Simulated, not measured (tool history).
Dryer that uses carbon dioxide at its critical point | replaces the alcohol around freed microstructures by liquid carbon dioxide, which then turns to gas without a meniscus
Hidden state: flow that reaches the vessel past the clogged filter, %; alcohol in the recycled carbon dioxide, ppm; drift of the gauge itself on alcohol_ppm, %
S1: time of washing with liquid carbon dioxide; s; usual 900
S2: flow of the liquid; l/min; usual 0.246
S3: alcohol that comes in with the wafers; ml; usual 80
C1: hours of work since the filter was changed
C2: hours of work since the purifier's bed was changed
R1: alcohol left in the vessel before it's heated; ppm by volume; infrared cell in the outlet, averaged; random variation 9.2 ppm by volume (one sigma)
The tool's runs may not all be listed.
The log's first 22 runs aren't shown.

Run 23, hour 494.7: usual settings; C1 177; C2 507. Result: R1 1059 ppm by volume.
Run 24, hour 515.0: usual settings; C1 190; C2 520. Result: R1 1083 ppm by volume.
Run 25, hour 530.5: usual settings but S1 540 s, S2 0.157 l/min, S3 37 ml; C1 200; C2 530. Result: R1 10893 ppm by volume.
At hour 548.2: purifier's bed changed.
Run 26, hour 551.3: usual settings but S2 0.209 l/min, S3 76 ml; C1 212; C2 2. Result: R1 2016 ppm by volume.
Run 27, hour 564.6: usual settings but S2 0.209 l/min, S3 76 ml; C1 221; C2 11. Result: R1 2054 ppm by volume.
Run 28, hour 583.5: usual settings but S2 0.182 l/min; C1 234; C2 23. Result: R1 3840 ppm by volume.
Run 29, hour 607.8: usual settings but S2 0.378 l/min, S3 64 ml; C1 250; C2 39. Result: R1 67 ppm by volume.
Run 30, hour 627.1: usual settings but S1 720 s, S2 0.378 l/min, S3 64 ml; C1 262; C2 52. Result: R1 286 ppm by volume.
Run 31, hour 658.8: usual settings but S1 720 s, S2 0.378 l/min, S3 64 ml; C1 283; C2 73. Result: R1 321 ppm by volume.
Run 32, hour 682.9: usual settings but S1 780 s, S2 0.151 l/min, S3 26 ml; C1 299; C2 89. Result: R1 3877 ppm by volume.
Run 33, hour 706.1: usual settings but S1 780 s, S2 0.151 l/min, S3 26 ml; C1 315; C2 105. Result: R1 4160 ppm by volume.
Run 34, hour 727.3: usual settings but S1 1440 s, S2 0.403 l/min, S3 59 ml; C1 329; C2 119. Result: R1 49 ppm by volume.
Run 35, hour 742.7: usual settings but S1 1440 s, S2 0.403 l/min, S3 59 ml; C1 339; C2 129. Result: R1 52 ppm by volume.
At hour 761.8: inlet filter changed.
Run 36, hour 773.1: usual settings but S1 1440 s, S2 0.403 l/min, S3 22 ml; C1 7; C2 148. Result: R1 57 ppm by volume.
Run 37, hour 793.0: usual settings but S1 660 s; C1 21; C2 161. Result: R1 2566 ppm by volume.
Run 38, hour 820.5: usual settings but S1 660 s; C1 39; C2 180. Result: R1 2611 ppm by volume.
Run 39, hour 842.9: usual settings but S1 660 s, S2 0.254 l/min, S3 44 ml; C1 54; C2 194. Result: R1 1368 ppm by volume.
Run 40, hour 863.2: usual settings but S1 660 s, S2 0.254 l/min, S3 26 ml; C1 67; C2 208. Result: R1 901 ppm by volume.
Run 41, hour 882.6: usual settings but S1 1260 s, S2 0.254 l/min, S3 33 ml; C1 80; C2 221. Result: R1 105 ppm by volume.
Run 42, hour 902.3: usual settings but S1 600 s, S2 0.229 l/min, S3 61 ml; C1 93; C2 234. Result: R1 4214 ppm by volume.
Run 43, hour 921.5: usual settings but S1 1260 s, S2 0.324 l/min, S3 23 ml; C1 106; C2 246. Result: R1 88 ppm by volume.
Run 44, hour 945.7: usual settings but S1 1260 s, S2 0.211 l/min, S3 23 ml; C1 122; C2 262. Result: R1 167 ppm by volume.
Run 45, hour 959.1: usual settings but S1 1260 s, S2 0.211 l/min, S3 23 ml; C1 131; C2 271. Result: R1 173 ppm by volume.
Run 46, hour 985.2: usual settings but S1 1260 s, S2 0.211 l/min, S3 23 ml; C1 148; C2 289. Result: R1 178 ppm by volume.
Run 47, hour 1005.4: usual settings but S1 600 s, S2 0.411 l/min; C1 161; C2 302. Result: R1 535 ppm by volume.

4 ways to go on from here, each from the tool as it stands after run 47. What would each give?
Run A, hour 1031.0: usual settings but S1 1140 s, S2 0.237 l/min, S3 26 ml; C1 178; C2 319. Result: R1 ?.
Run B, hour 1031.0: usual settings but S1 600 s, S2 0.167 l/min; C1 178; C2 319. Result: R1 ?.
Run C, hour 1031.0: usual settings but S1 600 s, S2 0.211 l/min; C1 178; C2 319. Result: R1 ?.
Run D, hour 1031.0: usual settings but S1 540 s; C1 178; C2 319. Result: R1 ?.

run     R1
  A    197
  B  15922
  C   8396
  D   7020
Without the tool's hidden state the same runs would have given:
run     R1
  A     44
  B  12421
  C   6100
  D   5006
